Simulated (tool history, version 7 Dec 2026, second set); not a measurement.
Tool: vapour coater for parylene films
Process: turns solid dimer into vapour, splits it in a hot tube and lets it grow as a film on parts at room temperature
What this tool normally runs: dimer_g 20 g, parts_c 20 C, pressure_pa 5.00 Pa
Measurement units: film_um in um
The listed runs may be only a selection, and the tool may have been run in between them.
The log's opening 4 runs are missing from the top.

{"run": 5, "hour": 120.7, "dimer_g": 20, "parts_c": 20, "pressure_pa": 5.0, "film_um": 11.75}
{"run": 6, "hour": 145.0, "dimer_g": 20, "parts_c": 20, "pressure_pa": 5.0, "film_um": 11.61}
{"run": 7, "hour": 168.6, "dimer_g": 20, "parts_c": 20, "pressure_pa": 5.0, "film_um": 11.57}
{"run": 8, "hour": 191.9, "dimer_g": 31, "parts_c": 20, "pressure_pa": 5.0, "film_um": 17.88}
{"run": 9, "hour": 229.9, "dimer_g": 23, "parts_c": 20, "pressure_pa": 5.0, "film_um": 13.1}
{"run": 10, "hour": 250.8, "dimer_g": 23, "parts_c": 20, "pressure_pa": 5.0, "film_um": 13.33}
{"run": 11, "hour": 295.0, "dimer_g": 20, "parts_c": 20, "pressure_pa": 3.48, "film_um": 11.79}
{"run": 12, "hour": 323.7, "dimer_g": 20, "parts_c": 20, "pressure_pa": 3.48, "film_um": 11.78}
{"run": 13, "hour": 365.8, "dimer_g": 20, "parts_c": 20, "pressure_pa": 3.48, "film_um": 11.62}
{"run": 14, "hour": 395.1, "dimer_g": 20, "parts_c": 20, "pressure_pa": 3.83, "film_um": 11.29}
{"hour": 429.9, "done": "trap's valve overhauled"}
{"run": 15, "hour": 440.9, "dimer_g": 20, "parts_c": 20, "pressure_pa": 3.83, "film_um": 10.85}
{"run": 16, "hour": 471.0, "dimer_g": 20, "parts_c": 20, "pressure_pa": 5.0, "film_um": 10.38}
{"run": 17, "hour": 507.5, "dimer_g": 20, "parts_c": 20, "pressure_pa": 5.0, "film_um": 10.43}
{"hour": 515.3, "done": "trap's valve overhauled, once more"}
{"run": 18, "hour": 539.2, "dimer_g": 20, "parts_c": 20, "pressure_pa": 5.0, "film_um": 12.13}
{"run": 19, "hour": 572.1, "dimer_g": 20, "parts_c": 20, "pressure_pa": 5.0, "film_um": 11.93}
{"run": 20, "hour": 602.0, "dimer_g": 20, "parts_c": 20, "pressure_pa": 5.0, "film_um": 11.69}
{"run": 21, "hour": 629.3, "dimer_g": 20, "parts_c": 20, "pressure_pa": 8.49, "film_um": 11.22}
{"run": 22, "hour": 674.5, "dimer_g": 20, "parts_c": 20, "pressure_pa": 8.49, "film_um": 10.87}
{"run": 23, "hour": 710.1, "dimer_g": 20, "parts_c": 20, "pressure_pa": 8.49, "film_um": 11.07}
{"run": 24, "hour": 748.2, "dimer_g": 20, "parts_c": 20, "pressure_pa": 8.49, "film_um": 10.82}
{"run": 25, "hour": 790.7, "dimer_g": 20, "parts_c": 20, "pressure_pa": 8.49, "film_um": 10.76}
{"run": 26, "hour": 818.4, "dimer_g": 19, "parts_c": 15, "pressure_pa": 8.49, "film_um": 12.33}
{"run": 27, "hour": 845.4, "dimer_g": 27, "parts_c": 25, "pressure_pa": 3.44, "film_um": 13.0}
{"run": 28, "hour": 872.2, "dimer_g": 27, "parts_c": 25, "pressure_pa": 3.44, "film_um": 13.09}

For run 29, what comes out?
{"run": 29, "hour": 890.5, "dimer_g": 35, "parts_c": 25, "pressure_pa": 9.57, "film_um": "?"}

Run 29 measured film_um 15.10 um.
Without the tool's hidden state the same run would have given film_um 16.27 um.
